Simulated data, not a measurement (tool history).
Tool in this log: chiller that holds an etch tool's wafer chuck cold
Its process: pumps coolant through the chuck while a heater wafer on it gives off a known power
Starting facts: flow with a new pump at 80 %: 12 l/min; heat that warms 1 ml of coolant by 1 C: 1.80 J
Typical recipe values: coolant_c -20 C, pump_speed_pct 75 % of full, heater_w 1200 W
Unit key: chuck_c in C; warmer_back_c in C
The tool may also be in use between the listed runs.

run	hour	coolant_c	pump_speed_pct	heater_w	chuck_c	warmer_back_c
1	0.0	-20	75	1200	-10.4	3.51
2	129.8	-20	81	1200	-10.9	3.32
3	221.0	-20	81	1200	-11.2	3.28
4	337.3	-20	81	1200	-10.9	3.32
5	474.1	-20	94	1200	-12.0	2.84
6	661.7	-20	94	1200	-11.9	2.84
7	750.8	-20	67	1200	-9.8	3.94
8	835.5	-22	93	1326	-12.7	3.24
# hour 851.4: coolant pump overhauled
9	1017.8	-14	95	1326	-5.2	3.12
10	1150.1	-14	95	1326	-5.0	3.15
11	1267.2	-24	96	1440	-14.4	3.38
12	1377.8	-24	96	1440	-14.4	3.32
13	1548.8	-24	96	1440	-14.5	3.37

Branching from run 13: 4 alternative next runs. What would each branch give?
A	1692.7	-27	67	1180	?	?
B	1692.7	-18	75	853	?	?
C	1692.7	-24	82	1440	?	?
D	1692.7	-18	87	1440	?	?

run	chuck_c	warmer_back_c
A	-17.1	3.84
B	-11.2	2.54
C	-13.5	3.95
D	-7.7	3.66
Stripped of hidden state, with their random variation kept, the same runs would have yielded:
run	chuck_c	warmer_back_c
A	-17.1	3.84
B	-11.2	2.54
C	-13.5	3.95
D	-7.7	3.66

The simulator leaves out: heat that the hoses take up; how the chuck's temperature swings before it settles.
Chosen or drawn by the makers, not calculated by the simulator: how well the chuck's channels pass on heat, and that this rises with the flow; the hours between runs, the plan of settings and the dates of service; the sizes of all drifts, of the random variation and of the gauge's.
